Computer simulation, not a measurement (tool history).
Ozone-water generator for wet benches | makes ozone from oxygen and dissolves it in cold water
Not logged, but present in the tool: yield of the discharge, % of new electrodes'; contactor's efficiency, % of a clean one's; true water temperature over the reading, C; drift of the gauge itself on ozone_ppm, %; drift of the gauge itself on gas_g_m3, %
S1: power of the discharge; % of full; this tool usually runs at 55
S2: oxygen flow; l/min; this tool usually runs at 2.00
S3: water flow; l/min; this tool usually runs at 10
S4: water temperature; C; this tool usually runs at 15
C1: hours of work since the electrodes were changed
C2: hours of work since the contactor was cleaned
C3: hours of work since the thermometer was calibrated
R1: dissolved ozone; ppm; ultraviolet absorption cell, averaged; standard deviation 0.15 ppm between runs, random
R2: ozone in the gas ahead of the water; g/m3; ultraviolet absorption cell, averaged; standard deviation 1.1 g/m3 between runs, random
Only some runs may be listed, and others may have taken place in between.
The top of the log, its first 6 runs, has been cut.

run     day  S1    S2  S3  S4    C1    C2   C3    R1     R2
  7  13.029  55  2.00   9  15  1419  5763  233  20.2  195.7
  8  15.900  55  2.00  10  15  1474  5819  289  18.3  196.8
  9  18.667  55  2.00  10  15  1528  5873  343  18.7  195.8
 10  20.546  55  2.00  10  15  1565  5909  379  18.2  196.0
 11  22.171  55  2.00  10  15  1596  5941  411  18.2  197.8
 12  24.325  55  2.00  10  15  1638  5983  453  18.3  196.7
 13  26.058  55  2.00  10  15  1672  6016  486  18.1  198.9
 14  27.771  55  2.00   7  15  1705  6050  520  25.2  195.9
 15  30.733  55  2.48   7  15  1762  6107  577  24.1  169.2
 16  32.104  55  2.00   8  15  1789  6134  604  22.4  195.5
 17  33.483  55  2.00   8  15  1816  6160  630  22.7  194.0
 18  35.358  55  2.00  13   8  1852  6197  667  14.7  197.7
 19  37.838  98  2.00  15   8  1900  6245  715  20.3  320.4
 20  40.767  98  2.00  15   8  1957  6302  772  20.4  320.7
 21  42.125  55  2.00  10  17  1984  6328  798  17.6  195.2
 22  44.442  55  2.00   8  15  2029  6373  843  22.4  195.7
 23  46.988  55  2.00   8  15  2078  6423  893  22.5  194.8
 24  49.496  55  2.66  16  15  2127  6471  941  11.1  161.5

The next listed run, before its measurement:
 25  51.958  84  2.00  12  10  2175  6519  989   ?   ?

For run 25 the tool returned R1 22.8 ppm, R2 280.2 g/m3.
Take away the tool's hidden state, keep the run-to-run variation as it was, and the same run would have given R1 24.5 ppm, R2 291.6 g/m3.
